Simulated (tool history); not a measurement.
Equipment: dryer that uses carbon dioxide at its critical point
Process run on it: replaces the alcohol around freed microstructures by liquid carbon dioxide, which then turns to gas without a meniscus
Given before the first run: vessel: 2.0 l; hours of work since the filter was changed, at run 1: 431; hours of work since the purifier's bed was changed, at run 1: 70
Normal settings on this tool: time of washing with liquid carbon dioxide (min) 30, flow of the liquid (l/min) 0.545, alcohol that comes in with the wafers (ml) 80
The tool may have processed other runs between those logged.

run,hour,time of washing with liquid carbon dioxide (min),flow of the liquid (l/min),alcohol that comes in with the wafers (ml),hours of work since the filter was changed,hours of work since the purifier's bed was changed,alcohol left in the vessel before it's heated (ppm by volume)
1,0.0,30,0.545,80,431,70,44
2,11.9,30,0.545,80,436,75,50
3,18.1,30,0.545,80,439,78,37
4,25.3,30,0.545,40,442,81,28
5,30.4,30,0.545,40,444,83,35
6,37.1,30,0.545,40,447,86,28
7,46.7,38,0.545,80,451,90,26
8,57.0,38,0.545,80,455,94,19
9,66.2,38,0.545,80,459,98,15
10,73.0,38,0.437,68,462,100,45
11,78.0,38,0.437,68,464,103,47
12,89.4,31,0.335,56,469,107,363
13,96.4,31,0.335,56,471,110,363
14,106.9,32,0.335,44,476,115,263
15,114.6,45,0.621,24,479,118,10
16,125.8,27,0.343,35,484,122,371
17,130.9,27,0.327,23,486,125,292
18,142.4,45,0.710,25,491,129,9

Here are 4 independent what-if runs from the current tool condition. What would each one return?
A,147.6,41,0.849,62,493,131,?
B,147.6,42,0.571,80,493,131,?
C,147.6,47,0.545,24,493,131,?
D,147.6,21,0.858,63,493,131,?

run,alcohol left in the vessel before it's heated (ppm by volume)
A,14
B,10
C,18
D,31
Take away the tool's hidden state, keep each run's random variation, and the runs would have read:
run,alcohol left in the vessel before it's heated (ppm by volume)
A,5
B,1
C,10
D,18
